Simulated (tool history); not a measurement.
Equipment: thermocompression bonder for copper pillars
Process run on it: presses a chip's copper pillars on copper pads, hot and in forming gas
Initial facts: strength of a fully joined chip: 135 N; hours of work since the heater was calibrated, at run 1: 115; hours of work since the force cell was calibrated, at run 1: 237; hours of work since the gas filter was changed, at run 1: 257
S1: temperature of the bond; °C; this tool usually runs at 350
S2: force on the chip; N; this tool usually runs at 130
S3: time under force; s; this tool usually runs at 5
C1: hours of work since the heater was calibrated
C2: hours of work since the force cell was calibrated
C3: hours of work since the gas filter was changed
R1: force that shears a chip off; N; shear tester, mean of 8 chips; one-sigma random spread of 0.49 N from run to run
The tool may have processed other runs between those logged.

run 1 day=0.000 | S1=350 S2=130 S3=5 | C1=115 C2=237 C3=257 | R1=74.1
run 2 day=0.971 | S1=350 S2=130 S3=5 | C1=129 C2=251 C3=272 | R1=75.0
-- day=1.425 forming gas filter changed
run 3 day=1.700 | S1=350 S2=130 S3=5 | C1=140 C2=262 C3=4 | R1=75.3
run 4 day=2.442 | S1=350 S2=130 S3=5 | C1=152 C2=273 C3=16 | R1=75.3
run 5 day=3.238 | S1=350 S2=130 S3=5 | C1=164 C2=286 C3=28 | R1=74.6
run 6 day=3.946 | S1=350 S2=130 S3=5 | C1=174 C2=296 C3=38 | R1=75.7
run 7 day=4.862 | S1=350 S2=175 S3=5 | C1=188 C2=310 C3=52 | R1=94.9
run 8 day=5.854 | S1=350 S2=175 S3=5 | C1=204 C2=325 C3=68 | R1=93.6
run 9 day=6.321 | S1=350 S2=130 S3=5 | C1=211 C2=333 C3=75 | R1=74.8
run 10 day=7.175 | S1=350 S2=130 S3=5 | C1=224 C2=346 C3=88 | R1=75.4
run 11 day=7.604 | S1=350 S2=145 S3=5 | C1=230 C2=352 C3=94 | R1=82.0
run 12 day=8.342 | S1=366 S2=145 S3=9 | C1=241 C2=363 C3=105 | R1=104.3
run 13 day=9.188 | S1=342 S2=112 S3=9 | C1=254 C2=376 C3=118 | R1=73.8
run 14 day=9.696 | S1=334 S2=88 S3=6 | C1=262 C2=384 C3=126 | R1=47.0
run 15 day=10.567 | S1=334 S2=88 S3=6 | C1=275 C2=397 C3=139 | R1=47.5
run 16 day=11.329 | S1=334 S2=88 S3=6 | C1=287 C2=409 C3=151 | R1=47.4
run 17 day=12.129 | S1=322 S2=130 S3=6 | C1=299 C2=421 C3=163 | R1=64.2

Across each entry between runs, compare the hidden state at the last listed run before it with the hidden state at the first listed run after it:
Runs 2 to 3: forming gas filter changed (day 1.425)
  oxide that the forming gas leaves, % of the face: 0.72 -> 0.51

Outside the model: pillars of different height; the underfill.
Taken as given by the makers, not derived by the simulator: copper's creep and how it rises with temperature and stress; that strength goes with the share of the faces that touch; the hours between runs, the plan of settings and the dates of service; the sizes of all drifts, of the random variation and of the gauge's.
